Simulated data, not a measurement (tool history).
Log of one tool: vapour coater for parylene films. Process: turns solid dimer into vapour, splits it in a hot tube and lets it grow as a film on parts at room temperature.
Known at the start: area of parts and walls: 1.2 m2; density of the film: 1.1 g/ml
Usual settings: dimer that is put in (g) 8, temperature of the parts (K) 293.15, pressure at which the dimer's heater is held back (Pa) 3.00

run,day,dimer that is put in (g),temperature of the parts (K),pressure at which the dimer's heater is held back (Pa),thickness of the film (nm)
1,0.000,8,293.15,3.00,2960
2,2.271,6,293.15,3.00,2200
# day 2.946: trap's valve overhauled
3,4.725,6,293.15,3.00,2420
4,7.758,6,293.15,3.00,2390
5,10.538,8,293.15,3.58,3040
6,12.950,4,293.15,3.00,1540
7,15.912,4,293.15,3.00,1500
# day 18.529: trap's valve overhauled
8,18.529,4,293.15,3.00,1580
9,20.242,8,300.15,3.00,2410
10,22.546,8,288.15,3.00,3790
11,24.821,8,293.15,3.00,3060
# day 26.238: table's thermometer calibrated
12,26.533,8,293.15,5.47,3020
13,28.367,8,293.15,3.00,3080
14,31.271,8,293.15,3.00,3080
15,33.075,8,293.15,3.00,3060
# day 34.021: trap's valve overhauled
16,35.108,13,293.15,3.00,5350
17,36.600,13,293.15,3.00,5380
18,38.733,13,290.15,3.00,5870
19,40.767,13,290.15,3.00,5700
20,42.762,4,289.15,5.94,1740
21,44.296,4,289.15,5.94,1720
22,47.158,5,295.15,10.01,1620
# day 49.508: trap's valve overhauled
23,50.175,8,298.15,3.84,2670
24,51.800,5,289.15,3.71,2280
25,54.392,3,289.15,4.63,1350
26,56.738,3,290.15,4.63,1260
27,59.475,3,290.15,4.63,1250
28,62.425,6,295.15,4.63,1940
29,64.050,6,295.15,4.63,1980
# day 65.017: trap's valve overhauled
30,65.500,8,293.15,11.92,2940
31,68.392,8,294.15,11.92,2750
# day 69.167: table's thermometer calibrated
32,70.921,8,294.15,11.92,2770

The same runs without the tool's hidden state, with the same run-to-run variation:
The hidden state here: vapour lost through the trap's worn valve, %; true temperature of the parts over the reading, C; drift of the gauge itself on film_um, %.
run,thickness of the film (nm)
1,3330
2,2520
3,2520
4,2540
5,3310
6,1710
7,1700
8,1650
9,2550
10,4070
11,3340
12,3200
13,3310
14,3380
15,3420
16,5420
17,5520
18,6130
19,6050
20,1870
21,1880
22,1810
23,2730
24,2360
25,1420
26,1350
27,1370
28,2190
29,2250
30,3040
31,2910
32,2890
